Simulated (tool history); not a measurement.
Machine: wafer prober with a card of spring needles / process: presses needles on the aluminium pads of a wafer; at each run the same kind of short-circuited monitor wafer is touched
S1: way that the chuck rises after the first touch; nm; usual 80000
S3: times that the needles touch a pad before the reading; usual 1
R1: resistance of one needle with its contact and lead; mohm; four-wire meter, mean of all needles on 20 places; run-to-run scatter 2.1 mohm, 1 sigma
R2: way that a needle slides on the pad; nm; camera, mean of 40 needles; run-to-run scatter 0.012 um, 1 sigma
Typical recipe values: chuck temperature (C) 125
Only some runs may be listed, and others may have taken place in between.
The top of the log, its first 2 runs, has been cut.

{"day": 0.692, "done": "tips cleaned on abrasive film"}
{"run": 3, "day": 1.2, "S1": 84000, "chuck temperature (C)": 125, "S3": 1, "R1": 238, "R2": 10370}
{"day": 1.271, "done": "tips cleaned on abrasive film"}
{"run": 4, "day": 1.754, "S1": 80000, "chuck temperature (C)": 125, "S3": 1, "R1": 240, "R2": 9840}
{"day": 1.908, "done": "tips cleaned on abrasive film"}
{"run": 5, "day": 2.383, "S1": 80000, "chuck temperature (C)": 125, "S3": 1, "R1": 237, "R2": 9850}
{"day": 2.533, "done": "tips cleaned on abrasive film"}
{"day": 3.133, "done": "tips cleaned on abrasive film"}
{"run": 6, "day": 3.196, "S1": 71000, "chuck temperature (C)": 125, "S3": 1, "R1": 239, "R2": 8730}
{"day": 3.725, "done": "tips cleaned on abrasive film"}
{"run": 7, "day": 4.104, "S1": 71000, "chuck temperature (C)": 125, "S3": 1, "R1": 237, "R2": 8740}
{"day": 4.292, "done": "tips cleaned on abrasive film"}
{"run": 8, "day": 4.512, "S1": 71000, "chuck temperature (C)": 125, "S3": 1, "R1": 235, "R2": 8710}
{"day": 4.908, "done": "tips cleaned on abrasive film"}
{"run": 9, "day": 4.958, "S1": 80000, "chuck temperature (C)": 125, "S3": 1, "R1": 239, "R2": 9860}
{"day": 5.475, "done": "tips cleaned on abrasive film"}
{"run": 10, "day": 5.508, "S1": 80000, "chuck temperature (C)": 125, "S3": 1, "R1": 235, "R2": 9860}
{"day": 6.046, "done": "tips cleaned on abrasive film"}
{"run": 11, "day": 6.196, "S1": 80000, "chuck temperature (C)": 125, "S3": 1, "R1": 236, "R2": 9830}
{"day": 6.617, "done": "tips cleaned on abrasive film"}
{"run": 12, "day": 6.95, "S1": 80000, "chuck temperature (C)": 125, "S3": 1, "R1": 238, "R2": 9850}
{"day": 7.217, "done": "tips cleaned on abrasive film"}
{"day": 7.783, "done": "tips cleaned on abrasive film"}
{"run": 13, "day": 7.783, "S1": 80000, "chuck temperature (C)": 125, "S3": 3, "R1": 232, "R2": 9870}
{"run": 14, "day": 8.267, "S1": 80000, "chuck temperature (C)": 125, "S3": 1, "R1": 237, "R2": 9850}
{"day": 8.408, "done": "tips cleaned on abrasive film"}
{"day": 8.996, "done": "tips cleaned on abrasive film"}
{"run": 15, "day": 9.021, "S1": 65000, "chuck temperature (C)": 125, "S3": 1, "R1": 237, "R2": 8010}
{"day": 9.638, "done": "tips cleaned on abrasive film"}
{"run": 16, "day": 9.7, "S1": 91000, "chuck temperature (C)": 125, "S3": 1, "R1": 235, "R2": 11180}
{"day": 10.208, "done": "tips cleaned on abrasive film"}
{"run": 17, "day": 10.438, "S1": 91000, "chuck temperature (C)": 125, "S3": 1, "R1": 232, "R2": 11200}

Predict the results of run 18:
{"day": 10.812, "done": "tips cleaned on abrasive film"}
{"run": 18, "day": 11.233, "S1": 91000, "chuck temperature (C)": 125, "S3": 1, "R1": "?", "R2": "?"}

R1: 234 mohm
R2: 11200 nm
Minus the tool's unlogged condition, the same run would have read R1 233 mohm, R2 11200 nm.
